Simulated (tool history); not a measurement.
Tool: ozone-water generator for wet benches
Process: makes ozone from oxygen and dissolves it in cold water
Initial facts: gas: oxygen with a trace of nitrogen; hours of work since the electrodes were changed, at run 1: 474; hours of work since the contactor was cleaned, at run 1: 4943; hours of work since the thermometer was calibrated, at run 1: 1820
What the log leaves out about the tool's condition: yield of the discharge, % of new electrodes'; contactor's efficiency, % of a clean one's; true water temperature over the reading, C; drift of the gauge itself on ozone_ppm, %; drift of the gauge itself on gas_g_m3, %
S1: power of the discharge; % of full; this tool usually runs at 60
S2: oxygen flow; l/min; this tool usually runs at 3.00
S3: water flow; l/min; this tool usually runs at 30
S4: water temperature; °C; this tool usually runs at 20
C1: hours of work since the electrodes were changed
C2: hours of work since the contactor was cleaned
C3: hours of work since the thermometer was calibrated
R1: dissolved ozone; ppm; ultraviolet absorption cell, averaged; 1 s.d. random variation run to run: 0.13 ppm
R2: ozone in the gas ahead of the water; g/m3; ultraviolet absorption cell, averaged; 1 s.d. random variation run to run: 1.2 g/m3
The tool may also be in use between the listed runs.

run	hour	S1	S2	S3	S4	C1	C2	C3	R1	R2
1	0.0	60	3.00	30	20	474	4943	1820	12.5	221.3
2	35.9	60	3.00	30	19	501	4971	1847	12.8	220.8
3	80.3	60	3.00	30	19	534	5004	1880	12.5	220.3
4	126.8	60	3.00	20	20	569	5039	1915	17.7	220.2
5	158.1	60	3.00	30	20	593	5063	1939	12.7	221.5
6	197.3	60	3.00	30	20	623	5092	1969	12.8	220.4
7	232.9	60	3.00	30	16	649	5119	1995	13.1	221.0
8	265.3	60	3.00	30	20	674	5144	2020	12.6	222.1
9	291.9	60	3.00	30	20	694	5164	2040	12.6	222.9
# hour 295.1: water thermometer calibrated
10	319.5	60	3.00	30	20	714	5184	18	12.5	219.9
11	362.9	60	3.00	30	20	747	5217	51	12.5	219.8
12	403.3	60	3.00	30	20	778	5247	82	12.5	221.6
13	442.5	60	3.00	30	20	807	5277	111	12.3	218.9
# hour 459.1: water thermometer calibrated, once more
14	477.2	60	3.00	30	20	833	5303	14	12.7	221.2

Expected results for the next run?
15	524.8	60	3.93	26	20	869	5339	50	?	?

Run 15 yielded R1 14.7 ppm, R2 187.5 g/m3.
On a tool with no hidden condition, and with the same random variation, this run would have come out at R1 15.5 ppm, R2 190.6 g/m3.

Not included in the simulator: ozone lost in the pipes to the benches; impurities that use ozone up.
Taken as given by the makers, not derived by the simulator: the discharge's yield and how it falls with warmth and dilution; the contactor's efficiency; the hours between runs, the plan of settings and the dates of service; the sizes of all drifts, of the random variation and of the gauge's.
